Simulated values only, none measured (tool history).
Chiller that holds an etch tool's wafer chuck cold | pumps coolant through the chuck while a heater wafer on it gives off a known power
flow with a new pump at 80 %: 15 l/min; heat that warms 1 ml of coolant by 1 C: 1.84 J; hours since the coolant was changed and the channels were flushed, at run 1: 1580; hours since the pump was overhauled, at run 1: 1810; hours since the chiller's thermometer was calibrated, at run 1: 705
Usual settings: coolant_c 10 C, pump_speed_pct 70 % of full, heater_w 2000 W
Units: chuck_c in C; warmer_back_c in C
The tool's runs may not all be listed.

run	day	coolant_c	pump_speed_pct	heater_w	hours since the coolant was changed and the channels were flushed	hours since the pump was overhauled	hours since the chiller's thermometer was calibrated	chuck_c	warmer_back_c
1	0	10	70	2000	1580	1810	705	24.41	5.07
2	2.033	10	70	2000	1629	1859	754	24.31	5.07
3	4.208	10	70	2000	1681	1911	806	24.39	5.06
4	5.354	10	70	2000	1709	1938	833	24.43	5.1
5	7.275	10	70	2000	1755	1984	880	24.33	5.08
6	8.242	10	70	2000	1778	2008	903	24.72	5.09
# day 8.458: chiller's thermometer calibrated
7	10.258	10	70	2000	1826	2055	43	24.48	5.09
8	12.267	10	70	2000	1874	2103	91	24.47	5.08
9	13.408	10	70	2000	1901	2131	119	24.46	5.08
10	15.079	14	86	1880	1941	2171	159	26.09	3.89
# day 16.517: chiller's thermometer calibrated, once more
11	16.708	0	70	1672	1979	2209	5	11.99	4.26
12	18.512	11	70	1067	2023	2252	48	18.76	2.73
13	19.508	9	70	1067	2047	2276	72	16.65	2.74
14	21.467	10	94	2842	2094	2323	119	27.61	5.42
15	23.588	10	94	2842	2144	2374	170	27.74	5.4
16	25.196	8	62	1983	2183	2413	208	23.41	5.69
17	26.975	18	60	1182	2226	2455	251	27.26	3.51

5 ways to go on from here, each from the tool as it stands after run 17. What would each give?
A	28.208	20	60	1182	2255	2485	281	?	?
B	28.208	18	75	1620	2255	2485	281	?	?
C	28.208	10	70	1024	2255	2485	281	?	?
D	28.208	18	60	1129	2255	2485	281	?	?
E	28.208	14	64	1518	2255	2485	281	?	?

run	chuck_c	warmer_back_c
A	29.27	3.51
B	29.37	3.85
C	17.43	2.62
D	26.98	3.36
E	25.56	4.21
Without the tool's hidden state the same runs would have given:
run	chuck_c	warmer_back_c
A	28.9	3.41
B	28.89	3.73
C	17.15	2.54
D	26.64	3.26
E	25.08	4.09
